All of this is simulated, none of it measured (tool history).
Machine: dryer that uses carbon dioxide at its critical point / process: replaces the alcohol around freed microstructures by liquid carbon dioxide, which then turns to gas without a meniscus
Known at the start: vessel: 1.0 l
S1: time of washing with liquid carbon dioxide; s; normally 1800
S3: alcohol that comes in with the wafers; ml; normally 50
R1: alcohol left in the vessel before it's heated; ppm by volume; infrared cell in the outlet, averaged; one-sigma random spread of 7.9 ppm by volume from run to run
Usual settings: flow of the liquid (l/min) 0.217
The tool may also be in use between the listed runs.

Run 1, hour 0: usual settings. Result: R1 590 ppm by volume.
At hour 7.7: inlet filter changed.
Run 2, hour 19.2: usual settings but S1 1560 s. Result: R1 819 ppm by volume.
Run 3, hour 40.3: usual settings. Result: R1 442 ppm by volume.
Run 4, hour 53: usual settings. Result: R1 446 ppm by volume.
Run 5, hour 74.9: usual settings. Result: R1 453 ppm by volume.
Run 6, hour 96.1: usual settings. Result: R1 464 ppm by volume.
Run 7, hour 107.6: usual settings. Result: R1 470 ppm by volume.
Run 8, hour 116.8: usual settings. Result: R1 486 ppm by volume.
Run 9, hour 136.3: usual settings. Result: R1 505 ppm by volume.
Run 10, hour 152.9: usual settings. Result: R1 490 ppm by volume.
Run 11, hour 166.6: usual settings. Result: R1 491 ppm by volume.
Run 12, hour 188.7: usual settings but S1 1260 s, S3 38 ml. Result: R1 1515 ppm by volume.
Run 13, hour 207.8: usual settings but S1 1260 s, S3 38 ml. Result: R1 1531 ppm by volume.

What does the tool deliver on the next run?
Run 14, hour 221.5: usual settings but S1 1260 s, S3 38 ml. Result: R1 ?.

{"run 14": {"R1": 1523}}
Were there no unlogged condition in the tool, this run, its random variation unchanged, would have produced R1 1304 ppm by volume.
